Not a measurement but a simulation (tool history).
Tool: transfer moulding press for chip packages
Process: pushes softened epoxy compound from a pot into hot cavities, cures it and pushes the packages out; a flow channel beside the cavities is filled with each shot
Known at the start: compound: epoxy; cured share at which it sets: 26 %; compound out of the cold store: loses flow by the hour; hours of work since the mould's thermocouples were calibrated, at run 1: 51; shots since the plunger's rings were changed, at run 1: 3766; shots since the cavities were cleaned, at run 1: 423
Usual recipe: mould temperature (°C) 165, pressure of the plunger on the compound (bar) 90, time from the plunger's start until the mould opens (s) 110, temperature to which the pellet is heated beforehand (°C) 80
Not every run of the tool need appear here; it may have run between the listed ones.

run   hour  mould temperature (°C)  pressure of the plunger on the compound (bar)  time from the plunger's start until the mould opens (s)  temperature to which the pellet is heated beforehand (°C)  hours of work since the mould's thermocouples were calibrated  shots since the plunger's rings were changed  shots since the cavities were cleaned  incoming compound's hours out of the cold store  length that the compound runs in the flow channel (mm)  greatest force on the pins that push the packages out (N)
  1      0                     165                                             90                                                      110                                                         80                                                             51                                          3766                                    423                                             44.8                                                     867                                                        826
  2   29.6                     165                                             90                                                      110                                                         82                                                             70                                          4050                                    707                                             32.2                                                     901                                                        940
      43.3  -- cavities cleaned with cleaning compound and waxed
  3   50.4                     165                                             90                                                      110                                                         82                                                             82                                          4234                                     68                                             29.3                                                     908                                                        567
  4   77.6                     165                                             90                                                      110                                                         72                                                             99                                          4494                                    328                                             30.2                                                     901                                                        736
  5  102.9                     165                                             90                                                      110                                                         72                                                            115                                          4736                                    570                                             29.1                                                     900                                                        925
     131.5  -- cavities cleaned with cleaning compound and waxed
  6  132.9                     165                                             90                                                       99                                                         80                                                            133                                          5010                                     15                                             26.7                                                     905                                                        671
  7  151.5                     165                                             90                                                       99                                                         80                                                            144                                          5188                                    193                                               45                                                     851                                                        808
  8  170.7                     165                                           74.4                                                      110                                                         80                                                            156                                          5371                                    376                                             38.7                                                     791                                                        789
  9  193.2                     165                                           82.7                                                      110                                                         80                                                            170                                          5586                                    591                                             24.9                                                     850                                                        899
     220.8  -- cavities cleaned with cleaning compound and waxed
 10  229.9                     165                                           82.7                                                      110                                                         80                                                            192                                          5923                                     87                                             37.8                                                     821                                                        545
 11  255.2                     165                                           82.7                                                      110                                                         80                                                            208                                          6165                                    329                                             31.7                                                     830                                                        751
     260.5  -- mould's thermocouples calibrated
 12  295.3                     165                                             90                                                      110                                                         78                                                             22                                          6529                                    693                                             45.1                                                     829                                                        877
     311.5  -- cavities cleaned with cleaning compound and waxed
     333.4  -- plunger's sealing rings changed
 13  333.4                     165                                             90                                                      120                                                         78                                                             43                                             0                                    186                                               16                                                    1012                                                        577
     348.8  -- mould's thermocouples calibrated, once more
 14  366.6                     165                                             90                                                      110                                                         80                                                             11                                           299                                    485                                             24.1                                                     982                                                        828
 15  391.9                     157                                             90                                                      148                                                         77                                                             27                                           541                                    727                                             32.4                                                    1005                                                        887
     401.9  -- cavities cleaned with cleaning compound and waxed
 16  423.8                     157                                           84.1                                                      130                                                         77                                                             46                                           832                                    210                                             19.9                                                    1003                                                        886
 17  452.3                     157                                           84.1                                                      130                                                         77                                                             64                                          1104                                    482                                              8.7                                                    1038                                                       1100
 18  485.1                     157                                           84.1                                                      130                                                         77                                                             85                                          1418                                    796                                             42.4                                                     924                                                       1156
     490.1  -- cavities cleaned with cleaning compound and waxed
 19  508.5                     159                                           70.6                                                      110                                                         83                                                             98                                          1627                                    176                                               42                                                     840                                                        946
 20    526                     159                                           70.6                                                      110                                                         83                                                            109                                          1795                                    344                                             40.7                                                     834                                                       1121
 21  568.4                     168                                           90.8                                                       94                                                         80                                                            136                                          2201                                    750                                             28.3                                                     942                                                       1057
     578.9  -- cavities cleaned with cleaning compound and waxed
 22  605.4                     162                                           92.4                                                       94                                                         80                                                            158                                          2540                                    253                                             19.5                                                    1004                                                       1291
 23  648.7                     162                                             77                                                      144                                                         78                                                            185                                          2954                                    667                                             29.1                                                     872                                                        721
       667  -- cavities cleaned with cleaning compound and waxed
 24  682.5                     165                                             90                                                      123                                                         86                                                            206                                          3263                                    148                                             44.3                                                     882                                                        511
 25  714.9                     170                                           86.1                                                       92                                                         80                                                            226                                          3573                                    458                                             28.4                                                     888                                                        844
 26  748.9                     170                                           86.1                                                       92                                                         80                                                            247                                          3899                                    784                                             30.1                                                     874                                                        941
     756.4  -- cavities cleaned with cleaning compound and waxed
 27  787.2                     170                                           83.8                                                      136                                                         82                                                            270                                          4250                                    294                                             40.3                                                     835                                                        529

Across each entry between runs, compare the hidden state at the last listed run before it with the hidden state at the first listed run after it:
Between runs 2 and 3: cavities cleaned with cleaning compound and waxed (hour 43.3)
  true mould temperature over the reading, C: 0.16 -> 0.18; pressure that reaches the compound, % of what is set: 86.77 -> 86.24; grip of the stained cavities, % over clean ones': 84.1 -> 12
  what was measured, less what the result would be without the hidden state, length that the compound runs in the flow channel (mm): -67 -> -70; greatest force on the pins that push the packages out (N): +424 -> +56
Between runs 5 and 6: cavities cleaned with cleaning compound and waxed (hour 131.5)
  true mould temperature over the reading, C: 0.25 -> 0.28; pressure that reaches the compound, % of what is set: 84.72 -> 83.82; grip of the stained cavities, % over clean ones': 70.5 -> 6.4
  what was measured, less what the result would be without the hidden state, length that the compound runs in the flow channel (mm): -79 -> -85; greatest force on the pins that push the packages out (N): +373 -> +27
Between runs 9 and 10: cavities cleaned with cleaning compound and waxed (hour 220.8)
  true mould temperature over the reading, C: 0.36 -> 0.4; pressure that reaches the compound, % of what is set: 82.13 -> 80.99; grip of the stained cavities, % over clean ones': 75.3 -> 12.9
  what was measured, less what the result would be without the hidden state, length that the compound runs in the flow channel (mm): -90 -> -93; greatest force on the pins that push the packages out (N): +376 -> +51
Between runs 11 and 12: mould's thermocouples calibrated (hour 260.5)
  true mould temperature over the reading, C: 0.44 -> 0.74; pressure that reaches the compound, % of what is set: 80.28 -> 79.12; grip of the stained cavities, % over clean ones': 46.4 -> 80.3
  what was measured, less what the result would be without the hidden state, length that the compound runs in the flow channel (mm): -98 -> -106; greatest force on the pins that push the packages out (N): +224 -> +371
Between runs 12 and 13: cavities cleaned with cleaning compound and waxed (hour 311.5); plunger's sealing rings changed (hour 333.4)
  true mould temperature over the reading, C: 0.74 -> 0.78; pressure that reaches the compound, % of what is set: 79.12 -> 99.85; grip of the stained cavities, % over clean ones': 80.3 -> 29.3
  what was measured, less what the result would be without the hidden state, length that the compound runs in the flow channel (mm): -106 -> -5; greatest force on the pins that push the packages out (N): +371 -> +114
Between runs 13 and 14: mould's thermocouples calibrated, once more (hour 348.8)
  true mould temperature over the reading, C: 0.78 -> -0.02; pressure that reaches the compound, % of what is set: 99.85 -> 98.89; grip of the stained cavities, % over clean ones': 29.3 -> 61.4
  what was measured, less what the result would be without the hidden state, length that the compound runs in the flow channel (mm): -5 -> -5; greatest force on the pins that push the packages out (N): +114 -> +317
Between runs 15 and 16: cavities cleaned with cleaning compound and waxed (hour 401.9)
  true mould temperature over the reading, C: 0.01 -> 0.05; pressure that reaches the compound, % of what is set: 98.19 -> 97.31; grip of the stained cavities, % over clean ones': 80.3 -> 32.9
  what was measured, less what the result would be without the hidden state, length that the compound runs in the flow channel (mm): -10 -> -14; greatest force on the pins that push the packages out (N): +396 -> +216
Between runs 18 and 19: cavities cleaned with cleaning compound and waxed (hour 490.1)
  true mould temperature over the reading, C: 0.13 -> 0.16; pressure that reaches the compound, % of what is set: 95.63 -> 95.04; grip of the stained cavities, % over clean ones': 83.3 -> 27.5
  what was measured, less what the result would be without the hidden state, length that the compound runs in the flow channel (mm): -21 -> -22; greatest force on the pins that push the packages out (N): +516 -> +195
Between runs 21 and 22: cavities cleaned with cleaning compound and waxed (hour 578.9)
  true mould temperature over the reading, C: 0.24 -> 0.28; pressure that reaches the compound, % of what is set: 93.23 -> 92.12; grip of the stained cavities, % over clean ones': 80 -> 38.9
  what was measured, less what the result would be without the hidden state, length that the compound runs in the flow channel (mm): -34 -> -44; greatest force on the pins that push the packages out (N): +458 -> +341
Between runs 23 and 24: cavities cleaned with cleaning compound and waxed (hour 667)
  true mould temperature over the reading, C: 0.34 -> 0.38; pressure that reaches the compound, % of what is set: 90.78 -> 89.9; grip of the stained cavities, % over clean ones': 79 -> 24.5
  what was measured, less what the result would be without the hidden state, length that the compound runs in the flow channel (mm): -45 -> -50; greatest force on the pins that push the packages out (N): +313 -> +95
Between runs 26 and 27: cavities cleaned with cleaning compound and waxed (hour 756.4)
  true mould temperature over the reading, C: 0.47 -> 0.51; pressure that reaches the compound, % of what is set: 88.04 -> 86.93; grip of the stained cavities, % over clean ones': 83.8 -> 44.6
  what was measured, less what the result would be without the hidden state, length that the compound runs in the flow channel (mm): -59 -> -63; greatest force on the pins that push the packages out (N): +415 -> +162
